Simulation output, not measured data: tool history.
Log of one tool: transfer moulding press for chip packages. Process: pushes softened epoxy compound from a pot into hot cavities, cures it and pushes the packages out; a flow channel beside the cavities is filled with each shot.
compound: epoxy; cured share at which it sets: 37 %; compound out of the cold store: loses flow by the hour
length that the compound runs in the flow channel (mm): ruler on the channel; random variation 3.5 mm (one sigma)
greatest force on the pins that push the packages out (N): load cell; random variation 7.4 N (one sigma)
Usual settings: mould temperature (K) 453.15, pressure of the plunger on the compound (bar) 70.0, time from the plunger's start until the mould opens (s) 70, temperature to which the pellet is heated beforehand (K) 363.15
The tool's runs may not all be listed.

run   hour  mould temperature (K)  pressure of the plunger on the compound (bar)  time from the plunger's start until the mould opens (s)  temperature to which the pellet is heated beforehand (K)  incoming compound's hours out of the cold store  length that the compound runs in the flow channel (mm)  greatest force on the pins that push the packages out (N)
  1    0.0                 453.15                                           70.0                                                       70                                                    363.15                                              8.1                                                     606                                                        407
  2   27.7                 453.15                                           70.0                                                       70                                                    363.15                                             43.4                                                     526                                                        469
  3   47.6                 453.15                                           70.0                                                       70                                                    363.15                                             27.2                                                     554                                                        554
  4   67.3                 453.15                                           70.0                                                       61                                                    363.15                                              9.9                                                     592                                                        809
  5   83.9                 453.15                                           70.0                                                       61                                                    363.15                                             24.0                                                     561                                                        789
      92.6  -- cavities cleaned with cleaning compound and waxed
  6   99.8                 453.15                                           70.0                                                       61                                                    363.15                                             42.9                                                     513                                                        444
  7  114.7                 453.15                                           70.0                                                       61                                                    363.15                                             43.2                                                     525                                                        532
  8  130.6                 453.15                                           70.0                                                       61                                                    363.15                                             28.3                                                     544                                                        637
  9  145.9                 453.15                                           70.0                                                       61                                                    363.15                                             31.4                                                     543                                                        685
 10  160.0                 453.15                                           70.0                                                       61                                                    363.15                                             36.1                                                     524                                                        716
 11  174.4                 458.15                                           70.0                                                       70                                                    363.15                                             32.9                                                     523                                                        476
     200.3  -- cavities cleaned with cleaning compound and waxed
 12  205.0                 458.15                                           70.0                                                       70                                                    363.15                                             20.2                                                     552                                                        273
 13  232.1                 458.15                                           70.0                                                       70                                                    363.15                                              8.7                                                     575                                                        383
 14  247.5                 459.15                                           70.0                                                       70                                                    369.15                                             45.0                                                     487                                                        412
 15  265.3                 459.15                                           70.0                                                       70                                                    369.15                                             40.3                                                     499                                                        433
     270.5  -- plunger's sealing rings changed
 16  284.7                 459.15                                           70.0                                                       70                                                    369.15                                             32.8                                                     535                                                        472
 17  305.8                 453.15                                           85.4                                                      102                                                    357.15                                             39.3                                                     598                                                        474
     311.9  -- cavities cleaned with cleaning compound and waxed
 18  336.0                 453.15                                           58.4                                                       60                                                    357.15                                             17.2                                                     534                                                        609
 19  358.5                 453.15                                           57.2                                                       70                                                    363.15                                              9.8                                                     538                                                        507
 20  374.9                 459.15                                           58.6                                                       89                                                    363.15                                             16.4                                                     517                                                        412
 21  390.1                 459.15                                           58.6                                                       89                                                    363.15                                             39.5                                                     474                                                        434
     405.3  -- mould's thermocouples calibrated
 22  410.4                 459.15                                           58.6                                                       89                                                    363.15                                             24.8                                                     505                                                        456
     421.7  -- cavities cleaned with cleaning compound and waxed
 23  424.7                 452.15                                           71.3                                                       57                                                    372.15                                             34.1                                                     545                                                        577
 24  437.2                 452.15                                           63.0                                                       57                                                    356.15                                             24.9                                                     533                                                        758
 25  464.8                 453.15                                           80.6                                                       70                                                    354.15                                             22.0                                                     606                                                        532
 26  490.3                 453.15                                           80.6                                                       70                                                    354.15                                             37.5                                                     561                                                        587

Forecast each of these 4 alternatives for the next run:
  A  502.5                 453.15                                           67.7                                                       54                                                    355.15                                             41.4                                                       ?                                                          ?
  B  502.5                 453.15                                           54.5                                                       70                                                    360.15                                             43.6                                                       ?                                                          ?
  C  502.5                 453.15                                           80.6                                                       70                                                    370.15                                             19.4                                                       ?                                                          ?
  D  502.5                 453.15                                           72.0                                                       79                                                    362.15                                             25.2                                                       ?                                                          ?

run  length that the compound runs in the flow channel (mm)  greatest force on the pins that push the packages out (N)
  A                                                     508                                                       1106
  B                                                     450                                                        585
  C                                                     607                                                        603
  D                                                     557                                                        520
Without the tool's hidden state the same runs would have given:
run  length that the compound runs in the flow channel (mm)  greatest force on the pins that push the packages out (N)
  A                                                     528                                                        572
  B                                                     468                                                        306
  C                                                     631                                                        310
  D                                                     579                                                        271

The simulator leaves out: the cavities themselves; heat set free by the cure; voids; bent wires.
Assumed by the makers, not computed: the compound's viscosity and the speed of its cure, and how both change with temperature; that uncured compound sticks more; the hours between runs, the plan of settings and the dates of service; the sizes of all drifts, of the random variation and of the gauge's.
